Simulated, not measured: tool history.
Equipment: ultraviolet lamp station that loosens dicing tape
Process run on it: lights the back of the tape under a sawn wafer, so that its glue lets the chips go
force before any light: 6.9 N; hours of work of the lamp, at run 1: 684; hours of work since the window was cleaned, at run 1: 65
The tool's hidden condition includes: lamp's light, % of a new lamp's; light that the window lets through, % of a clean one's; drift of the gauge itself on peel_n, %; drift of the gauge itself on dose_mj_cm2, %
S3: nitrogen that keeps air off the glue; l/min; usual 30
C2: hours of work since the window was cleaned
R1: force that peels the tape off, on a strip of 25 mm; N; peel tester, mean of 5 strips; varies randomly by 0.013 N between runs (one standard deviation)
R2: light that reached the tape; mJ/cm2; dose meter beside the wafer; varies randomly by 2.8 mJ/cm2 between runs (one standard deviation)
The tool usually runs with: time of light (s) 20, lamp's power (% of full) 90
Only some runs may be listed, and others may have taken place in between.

{"run": 1, "day": 0.0, "time of light (s)": 20, "lamp's power (% of full)": 90, "S3": 30, "hours of work of the lamp": 684, "C2": 65, "R1": 0.692, "R2": 364}
{"run": 2, "day": 0.721, "time of light (s)": 20, "lamp's power (% of full)": 90, "S3": 30, "hours of work of the lamp": 697, "C2": 78, "R1": 0.71, "R2": 373}
{"run": 3, "day": 1.942, "time of light (s)": 20, "lamp's power (% of full)": 90, "S3": 30, "hours of work of the lamp": 719, "C2": 101, "R1": 0.697, "R2": 362}
{"run": 4, "day": 3.354, "time of light (s)": 20, "lamp's power (% of full)": 90, "S3": 30, "hours of work of the lamp": 745, "C2": 126, "R1": 0.698, "R2": 365}
{"run": 5, "day": 4.688, "time of light (s)": 20, "lamp's power (% of full)": 90, "S3": 30, "hours of work of the lamp": 769, "C2": 151, "R1": 0.7, "R2": 364}
{"run": 6, "day": 5.95, "time of light (s)": 20, "lamp's power (% of full)": 90, "S3": 19, "hours of work of the lamp": 792, "C2": 173, "R1": 0.997, "R2": 363}
{"run": 7, "day": 7.462, "time of light (s)": 18, "lamp's power (% of full)": 90, "S3": 19, "hours of work of the lamp": 820, "C2": 201, "R1": 1.239, "R2": 320}
{"run": 8, "day": 8.333, "time of light (s)": 20, "lamp's power (% of full)": 82, "S3": 30, "hours of work of the lamp": 836, "C2": 217, "R1": 0.875, "R2": 320}
{"run": 9, "day": 9.904, "time of light (s)": 20, "lamp's power (% of full)": 82, "S3": 30, "hours of work of the lamp": 864, "C2": 245, "R1": 0.857, "R2": 320}
{"run": 10, "day": 11.1, "time of light (s)": 20, "lamp's power (% of full)": 82, "S3": 30, "hours of work of the lamp": 886, "C2": 267, "R1": 0.92, "R2": 321}
{"run": 11, "day": 12.154, "time of light (s)": 20, "lamp's power (% of full)": 82, "S3": 30, "hours of work of the lamp": 905, "C2": 286, "R1": 0.877, "R2": 319}
{"run": 12, "day": 13.692, "time of light (s)": 20, "lamp's power (% of full)": 64, "S3": 30, "hours of work of the lamp": 933, "C2": 314, "R1": 1.368, "R2": 251}
{"run": 13, "day": 14.692, "time of light (s)": 20, "lamp's power (% of full)": 64, "S3": 30, "hours of work of the lamp": 951, "C2": 332, "R1": 1.373, "R2": 244}
{"run": 14, "day": 16.162, "time of light (s)": 20, "lamp's power (% of full)": 64, "S3": 30, "hours of work of the lamp": 978, "C2": 359, "R1": 1.371, "R2": 245}
{"run": 15, "day": 17.858, "time of light (s)": 20, "lamp's power (% of full)": 67, "S3": 30, "hours of work of the lamp": 1008, "C2": 390, "R1": 1.274, "R2": 255}
{"run": 16, "day": 19.338, "time of light (s)": 20, "lamp's power (% of full)": 67, "S3": 30, "hours of work of the lamp": 1035, "C2": 416, "R1": 1.324, "R2": 254}
{"run": 17, "day": 20.404, "time of light (s)": 20, "lamp's power (% of full)": 90, "S3": 30, "hours of work of the lamp": 1055, "C2": 436, "R1": 0.792, "R2": 330}
{"run": 18, "day": 21.2, "time of light (s)": 20, "lamp's power (% of full)": 63, "S3": 30, "hours of work of the lamp": 1069, "C2": 450, "R1": 1.489, "R2": 234}
{"run": 19, "day": 22.167, "time of light (s)": 20, "lamp's power (% of full)": 90, "S3": 16, "hours of work of the lamp": 1087, "C2": 468, "R1": 1.293, "R2": 335}
{"run": 20, "day": 23.567, "time of light (s)": 20, "lamp's power (% of full)": 90, "S3": 30, "hours of work of the lamp": 1112, "C2": 493, "R1": 0.856, "R2": 329}
{"run": 21, "day": 24.458, "time of light (s)": 20, "lamp's power (% of full)": 90, "S3": 30, "hours of work of the lamp": 1128, "C2": 509, "R1": 0.852, "R2": 330}
{"run": 22, "day": 25.712, "time of light (s)": 10, "lamp's power (% of full)": 90, "S3": 30, "hours of work of the lamp": 1151, "C2": 532, "R1": 2.334, "R2": 165}
{"run": 23, "day": 26.871, "time of light (s)": 20, "lamp's power (% of full)": 90, "S3": 41, "hours of work of the lamp": 1172, "C2": 553, "R1": 0.676, "R2": 326}
{"run": 24, "day": 28.621, "time of light (s)": 20, "lamp's power (% of full)": 96, "S3": 28, "hours of work of the lamp": 1204, "C2": 585, "R1": 0.82, "R2": 343}
{"run": 25, "day": 29.65, "time of light (s)": 20, "lamp's power (% of full)": 83, "S3": 27, "hours of work of the lamp": 1222, "C2": 604, "R1": 1.094, "R2": 297}
{"day": 30.388, "done": "window cleaned of glue's vapour"}
{"run": 26, "day": 30.742, "time of light (s)": 26, "lamp's power (% of full)": 75, "S3": 10, "hours of work of the lamp": 1242, "C2": 6, "R1": 1.45, "R2": 372}
{"run": 27, "day": 31.808, "time of light (s)": 26, "lamp's power (% of full)": 75, "S3": 10, "hours of work of the lamp": 1261, "C2": 26, "R1": 1.476, "R2": 369}
{"run": 28, "day": 32.721, "time of light (s)": 26, "lamp's power (% of full)": 75, "S3": 10, "hours of work of the lamp": 1278, "C2": 42, "R1": 1.448, "R2": 369}
{"run": 29, "day": 34.012, "time of light (s)": 36, "lamp's power (% of full)": 81, "S3": 22, "hours of work of the lamp": 1301, "C2": 66, "R1": 0.416, "R2": 548}
{"run": 30, "day": 34.967, "time of light (s)": 14, "lamp's power (% of full)": 69, "S3": 23, "hours of work of the lamp": 1319, "C2": 83, "R1": 2.304, "R2": 180}
{"run": 31, "day": 36.275, "time of light (s)": 24, "lamp's power (% of full)": 69, "S3": 47, "hours of work of the lamp": 1342, "C2": 107, "R1": 0.68, "R2": 312}
{"run": 32, "day": 37.146, "time of light (s)": 24, "lamp's power (% of full)": 69, "S3": 47, "hours of work of the lamp": 1358, "C2": 123, "R1": 0.712, "R2": 307}
{"run": 33, "day": 37.942, "time of light (s)": 24, "lamp's power (% of full)": 69, "S3": 47, "hours of work of the lamp": 1373, "C2": 137, "R1": 0.726, "R2": 308}
{"run": 34, "day": 38.683, "time of light (s)": 20, "lamp's power (% of full)": 90, "S3": 51, "hours of work of the lamp": 1386, "C2": 151, "R1": 0.574, "R2": 338}
{"run": 35, "day": 39.875, "time of light (s)": 20, "lamp's power (% of full)": 90, "S3": 51, "hours of work of the lamp": 1408, "C2": 172, "R1": 0.607, "R2": 330}
{"run": 36, "day": 41.279, "time of light (s)": 20, "lamp's power (% of full)": 90, "S3": 51, "hours of work of the lamp": 1433, "C2": 198, "R1": 0.606, "R2": 334}
{"run": 37, "day": 42.571, "time of light (s)": 20, "lamp's power (% of full)": 86, "S3": 19, "hours of work of the lamp": 1457, "C2": 221, "R1": 1.261, "R2": 314}
{"run": 38, "day": 43.879, "time of light (s)": 29, "lamp's power (% of full)": 86, "S3": 14, "hours of work of the lamp": 1480, "C2": 245, "R1": 0.851, "R2": 448}
{"run": 39, "day": 44.804, "time of light (s)": 16, "lamp's power (% of full)": 68, "S3": 10, "hours of work of the lamp": 1497, "C2": 262, "R1": 2.988, "R2": 196}

Each row is a separate what-if for the run after 39, all from the same tool condition, not one after another. Results?
{"run": "A", "day": 45.612, "time of light (s)": 16, "lamp's power (% of full)": 68, "S3": 11, "hours of work of the lamp": 1512, "C2": 276, "R1": "?", "R2": "?"}
{"run": "B", "day": 45.612, "time of light (s)": 34, "lamp's power (% of full)": 73, "S3": 19, "hours of work of the lamp": 1512, "C2": 276, "R1": "?", "R2": "?"}
{"run": "C", "day": 45.612, "time of light (s)": 16, "lamp's power (% of full)": 63, "S3": 27, "hours of work of the lamp": 1512, "C2": 276, "R1": "?", "R2": "?"}

run=A R1=2.833 R2=197
run=B R1=0.670 R2=444
run=C R1=2.186 R2=183
Without the tool's hidden state the same runs would have given:
run=A R1=2.273 R2=247
run=B R1=0.433 R2=560
run=C R1=1.641 R2=230

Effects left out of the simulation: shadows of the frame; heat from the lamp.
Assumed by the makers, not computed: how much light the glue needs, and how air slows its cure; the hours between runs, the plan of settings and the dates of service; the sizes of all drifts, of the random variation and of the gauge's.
